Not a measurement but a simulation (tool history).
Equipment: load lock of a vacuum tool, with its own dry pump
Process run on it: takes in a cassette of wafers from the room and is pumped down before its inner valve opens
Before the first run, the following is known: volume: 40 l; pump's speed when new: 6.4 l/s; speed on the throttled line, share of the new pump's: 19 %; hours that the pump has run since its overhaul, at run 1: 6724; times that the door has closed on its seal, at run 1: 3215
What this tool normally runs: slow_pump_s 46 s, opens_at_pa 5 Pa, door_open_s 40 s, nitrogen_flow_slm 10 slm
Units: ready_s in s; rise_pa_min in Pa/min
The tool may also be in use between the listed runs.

run,hour,slow_pump_s,opens_at_pa,door_open_s,nitrogen_flow_slm,hours that the pump has run since its overhaul,times that the door has closed on its seal,"incoming humidity of the room's air, %",ready_s,rise_pa_min
1,0.0,46,5,40,10,6724,3215,45.9,105.3,0.037
2,91.9,46,5,40,10,6816,3507,46.0,104.2,0.042
3,151.8,46,5,40,10,6876,3698,45.0,104.5,0.044
4,237.6,46,5,40,10,6962,3971,42.6,104.9,0.036
5,322.4,46,5,40,10,7047,4241,45.5,104.1,0.041
6,385.5,69,5,54,23,7110,4441,44.3,123.2,0.039
7,429.2,46,9,40,10,7153,4580,44.7,101.0,0.039

What does the tool deliver on the next run?
8,489.6,47,9,72,23,7214,4773,46.9,?,?

ready_s: 101.0 s
rise_pa_min: 0.045 Pa/min
With no hidden state in the tool, this same run would have given ready_s 96.9 s, rise_pa_min 0.029 Pa/min.
